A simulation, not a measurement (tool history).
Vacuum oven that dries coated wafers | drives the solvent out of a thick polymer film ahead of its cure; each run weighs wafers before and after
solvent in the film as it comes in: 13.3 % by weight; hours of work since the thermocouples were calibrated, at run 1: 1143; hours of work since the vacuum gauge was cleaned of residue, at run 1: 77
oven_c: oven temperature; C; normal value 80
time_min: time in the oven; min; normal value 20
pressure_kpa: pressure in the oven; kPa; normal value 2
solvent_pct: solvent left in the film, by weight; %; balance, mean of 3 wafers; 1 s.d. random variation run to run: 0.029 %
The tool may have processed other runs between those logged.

| run | hour | oven_c | time_min | pressure_kpa | hours of work since the thermocouples were calibrated | hours of work since the vacuum gauge was cleaned of residue | solvent_pct |
|---|---|---|---|---|---|---|---|
| 1 | 0 | 80 | 20 | 2 | 1143 | 77 | 2.68 |
| 2 | 9.3 | 80 | 20 | 2 | 1147 | 81 | 2.69 |
| 3 | 21.4 | 80 | 20 | 2 | 1152 | 87 | 2.67 |
| 4 | 29.8 | 80 | 20 | 2 | 1156 | 90 | 2.67 |
| 5 | 42.4 | 80 | 20 | 2 | 1161 | 96 | 2.66 |
| 6 | 52.5 | 80 | 20 | 2 | 1166 | 101 | 2.68 |
| 7 | 59.5 | 80 | 20 | 2 | 1169 | 104 | 2.68 |
| 8 | 69.6 | 80 | 20 | 2 | 1174 | 108 | 2.63 |
| 9 | 76.4 | 80 | 20 | 2 | 1177 | 111 | 2.62 |
|  | 79.5 | oven's thermocouples calibrated |
| 10 | 86 | 80 | 20 | 2 | 3 | 115 | 2.39 |
| 11 | 96.5 | 80 | 20 | 3.07 | 8 | 119 | 2.72 |
| 12 | 104.9 | 80 | 30 | 4.75 | 11 | 123 | 2.19 |
| 13 | 118.7 | 80 | 30 | 4.75 | 18 | 129 | 2.17 |
| 14 | 127.5 | 91 | 31 | 3.74 | 21 | 133 | 0.82 |
| 15 | 138.7 | 91 | 31 | 3.74 | 26 | 138 | 0.79 |
| 16 | 149 | 78 | 29 | 2.82 | 31 | 143 | 1.98 |
|  | 161.1 | oven's thermocouples calibrated, once more |
| 17 | 161.1 | 68 | 20 | 3.61 | 0 | 147 | 6.82 |
| 18 | 167.6 | 92 | 12 | 3.61 | 3 | 150 | 2.79 |
| 19 | 178.5 | 92 | 12 | 3.61 | 8 | 155 | 2.76 |
| 20 | 191.1 | 74 | 28 | 2 | 13 | 161 | 3.49 |
| 21 | 201.3 | 86 | 31 | 4.83 | 18 | 165 | 1.79 |

Across each entry between runs, compare the hidden state at the last listed run before it with the hidden state at the first listed run after it:
Runs 9 to 10: oven's thermocouples calibrated (hour 79.5)
  true wafer temperature over the reading, C: 2.51 -> 3.66; true pressure over the reading, kPa: 0.034 -> 0.035
  what was measured, less what the result would be without the hidden state, solvent_pct: -0.54 -> -0.77 %
Runs 16 to 17: oven's thermocouples calibrated, once more (hour 161.1)
  true wafer temperature over the reading, C: 3.71 -> -0.28; true pressure over the reading, kPa: 0.045 -> 0.047
  what was measured, less what the result would be without the hidden state, solvent_pct: -0.7 -> +0.09 %
